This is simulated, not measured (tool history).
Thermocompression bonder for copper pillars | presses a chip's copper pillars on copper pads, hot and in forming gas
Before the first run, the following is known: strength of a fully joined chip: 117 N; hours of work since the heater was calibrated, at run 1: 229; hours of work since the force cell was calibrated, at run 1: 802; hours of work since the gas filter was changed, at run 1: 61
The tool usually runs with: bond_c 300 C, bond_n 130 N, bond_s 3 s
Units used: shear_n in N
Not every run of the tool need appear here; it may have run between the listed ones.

run    hour  bond_c  bond_n  bond_s  hours of work since the heater was calibrated  hours of work since the force cell was calibrated  hours of work since the gas filter was changed  shear_n
  1     0.0     300     130       3                                            229                                                802                                              61     81.9
       41.2  -- force cell calibrated
  2    94.7     300     130       3                                            288                                                 34                                             120     71.7
  3   139.9     300     130       3                                            317                                                 63                                             149     75.3
  4   220.2     300     130       4                                            368                                                114                                             200     77.4
  5   281.1     300     130       4                                            407                                                152                                             239     79.4
  6   328.6     300     130       4                                            437                                                183                                             269     77.3
  7   389.8     300     130       4                                            476                                                222                                             308     78.4
  8   481.8     300     155       3                                            534                                                280                                             366     82.1
      495.5  -- forming gas filter changed
  9   572.4     300     155       3                                            591                                                337                                              49     90.6
 10   663.4     314     155       3                                            649                                                395                                             107     97.9
 11   731.3     300     130       3                                            692                                                438                                             150     81.1
 12   781.9     300     130       3                                            724                                                470                                             182     78.6
 13   821.3     300     130       3                                            750                                                495                                             207     77.5
 14   877.2     300     195       3                                            785                                                531                                             243     97.2
 15   929.4     300     195       3                                            818                                                564                                             276     98.4
 16  1022.2     320     195       3                                            877                                                623                                             335    103.7
     1083.7  -- forming gas filter changed
 17  1108.8     320     195       3                                            932                                                678                                              16    112.5
 18  1150.3     320     174       3                                            958                                                704                                              42    109.1
 19  1242.2     288     130       3                                           1017                                                763                                             101     76.8
 20  1300.1     288     130       3                                           1053                                                799                                             138     76.7
     1345.3  -- force cell calibrated
 21  1352.0     288     130       3                                           1085                                                  4                                             170     71.7
 22  1393.2     327      91       3                                           1112                                                 30                                             196     81.1
     1403.4  -- heater calibrated with a thermocouple chip
 23  1435.6     276     130       7                                             20                                                 56                                             221     68.0
 24  1491.2     300      88       3                                             56                                                 91                                             257     48.9
 25  1542.8     285      89       2                                             89                                                124                                             289     33.6
 26  1590.0     285      89       2                                            119                                                154                                             320     33.7
 27  1634.3     300     148       3                                            147                                                182                                             348     78.0
     1674.7  -- forming gas filter changed
 28  1674.7     318     114       3                                            172                                                208                                               0     80.4
 29  1733.7     318     114       2                                            210                                                245                                              37     74.8
 30  1807.0     318     114       2                                            256                                                292                                              84     74.5
 31  1848.7     296      82       3                                            283                                                318                                             111     48.2
 32  1896.3     296      82       3                                            313                                                349                                             141     47.6
 33  1953.2     296      82       3                                            349                                                385                                             177     45.7
 34  2031.9     273     185       6                                            399                                                435                                             227     87.9
 35  2079.0     301     130       2                                            429                                                465                                             257     68.0
 36  2155.3     308      93       2                                            477                                                513                                             305     55.7
 37  2216.3     292     121       6                                            516                                                552                                             344     77.5
     2263.5  -- forming gas filter changed
 38  2302.3     284     142       3                                            571                                                606                                              25     74.1
 39  2375.3     320      79       3                                            617                                                653                                              71     69.2
 40  2464.4     324      94       2                                            674                                                709                                             128     71.9

For each entry between runs, how does the tool's hidden state at the last listed run before it compare with that at the first listed run after it?
In the gap between runs 1 and 2: force cell calibrated (hour 41.2)
  true temperature of the bond over the reading, C: 2.5 -> 3.2; force that reaches the chip, % of what is set: 109.5 -> 100.4; oxide that the forming gas leaves, % of the face: 2.25 -> 3.79
  measured minus no-state result, shear_n: +6.2 -> +0.3 N
In the gap between runs 8 and 9: forming gas filter changed (hour 495.5)
  true temperature of the bond over the reading, C: 6.1 -> 6.8; force that reaches the chip, % of what is set: 103.3 -> 103.9; oxide that the forming gas leaves, % of the face: 9.67 -> 1.62
  measured minus no-state result, shear_n: -1.7 -> +6.5 N
In the gap between runs 16 and 17: forming gas filter changed (hour 1083.7)
  true temperature of the bond over the reading, C: 10.2 -> 10.9; force that reaches the chip, % of what is set: 107.3 -> 107.9; oxide that the forming gas leaves, % of the face: 8.44 -> 0.91
  measured minus no-state result, shear_n: -3.8 -> +5.0 N
In the gap between runs 20 and 21: force cell calibrated (hour 1345.3)
  true temperature of the bond over the reading, C: 12.2 -> 12.6; force that reaches the chip, % of what is set: 109.5 -> 100.4; oxide that the forming gas leaves, % of the face: 3.74 -> 4.47
  measured minus no-state result, shear_n: +13.2 -> +8.1 N
In the gap between runs 22 and 23: heater calibrated with a thermocouple chip (hour 1403.4)
  true temperature of the bond over the reading, C: 13 -> -0.8; force that reaches the chip, % of what is set: 100.7 -> 101; oxide that the forming gas leaves, % of the face: 5.09 -> 5.64
  measured minus no-state result, shear_n: +6.3 -> -3.8 N
In the gap between runs 27 and 28: forming gas filter changed (hour 1674.7)
  true temperature of the bond over the reading, C: 0.7 -> 1.1; force that reaches the chip, % of what is set: 102.5 -> 102.9; oxide that the forming gas leaves, % of the face: 8.76 -> 0.58
  measured minus no-state result, shear_n: -4.9 -> +2.3 N
In the gap between runs 37 and 38: forming gas filter changed (hour 2263.5)
  true temperature of the bond over the reading, C: 5.2 -> 5.8; force that reaches the chip, % of what is set: 107 -> 107.6; oxide that the forming gas leaves, % of the face: 8.86 -> 1.24
  measured minus no-state result, shear_n: +1.1 -> +8.8 N
